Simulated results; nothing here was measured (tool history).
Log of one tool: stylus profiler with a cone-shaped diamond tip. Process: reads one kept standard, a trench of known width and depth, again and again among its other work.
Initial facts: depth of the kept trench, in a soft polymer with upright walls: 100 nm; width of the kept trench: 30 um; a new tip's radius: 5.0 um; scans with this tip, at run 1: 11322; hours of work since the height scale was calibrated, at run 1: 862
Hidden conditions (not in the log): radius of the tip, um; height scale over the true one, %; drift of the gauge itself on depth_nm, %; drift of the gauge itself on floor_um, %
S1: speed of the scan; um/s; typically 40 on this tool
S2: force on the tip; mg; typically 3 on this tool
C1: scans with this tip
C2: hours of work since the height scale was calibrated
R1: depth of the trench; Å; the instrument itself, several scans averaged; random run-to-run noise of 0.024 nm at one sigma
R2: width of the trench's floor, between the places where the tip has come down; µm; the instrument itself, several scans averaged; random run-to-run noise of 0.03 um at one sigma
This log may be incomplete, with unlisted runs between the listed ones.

run,hour,S1,S2,C1,C2,R1,R2
1,0,40,3,11322,862,1011,27.86
2,9.5,40,3,11419,869,1010.8,27.85
3,26.7,40,3,11595,883,1011,27.87
4,34.7,40,3,11677,889,1011,27.84
5,51.8,20,3,11853,902,1011,27.96
6,69.6,20,3,12034,916,1010.9,27.91
7,88.5,31,3,12228,931,1011.4,27.85
8,103.8,90,3,12385,943,1011,27.68
9,114.4,90,3,12493,951,1011.5,27.62
10,128.3,90,3,12636,962,1011.1,27.73
11,141.8,90,3,12774,972,1010.6,27.65
# hour 147.2: new tip fitted, height scale calibrated
12,158.1,90,3,113,9,1010.9,27.66
13,170.5,90,3,239,18,1011.2,27.66
14,186.5,90,8.94,404,31,1023.2,27.85
15,202.8,40,3,571,43,1010.9,27.85
16,222.1,40,3,769,58,1011.4,27.9
17,241.5,14,3,966,74,1011.2,27.93
18,258.8,42,3,1144,87,1011.2,27.86
19,275.3,42,3,1313,100,1011.1,27.8
20,283.6,42,3,1398,106,1011,27.84
21,297.4,15,2.55,1540,117,1009.8,27.92
22,314.8,26,3.38,1717,131,1012.1,27.86
23,334.4,137,5.16,1918,146,1016.1,27.66
24,342.6,137,2.08,2002,152,1008.6,27.41
25,356.6,137,2.08,2146,163,1008.7,27.38
26,365,137,2.08,2231,170,1008.5,27.32
27,384.5,19,2.48,2432,185,1010,27.98
28,403,19,2.48,2621,199,1009.5,27.93
29,412.2,111,6.92,2715,207,1019.1,27.68
30,421.3,12,3,2809,214,1011.2,27.93
31,430.9,12,3,2906,221,1011.3,27.92
32,447,12,3,3071,234,1011.1,27.99
33,463.6,12,1.69,3241,247,1007.5,27.92
34,474.5,24,4.35,3353,255,1014,27.89
35,485.1,24,4.35,3462,263,1014.3,27.91
36,497.5,88,3.38,3589,273,1011.8,27.72
37,511.7,88,3.38,3735,284,1012,27.68
38,531.7,14,1.4,3939,300,1006.5,27.94
39,543.7,14,2.38,4062,309,1009.6,27.99
40,553.4,23,3.64,4161,317,1012.2,27.95

What differs in the tool's unlogged condition from the final listed run ahead of each entry between runs to the first listed run following it?
Run 11 -> run 12: new tip fitted, height scale calibrated (hour 147.2)
  radius of the tip, um: 5.07 -> 5; height scale over the true one, %: -0.002 -> -0.001

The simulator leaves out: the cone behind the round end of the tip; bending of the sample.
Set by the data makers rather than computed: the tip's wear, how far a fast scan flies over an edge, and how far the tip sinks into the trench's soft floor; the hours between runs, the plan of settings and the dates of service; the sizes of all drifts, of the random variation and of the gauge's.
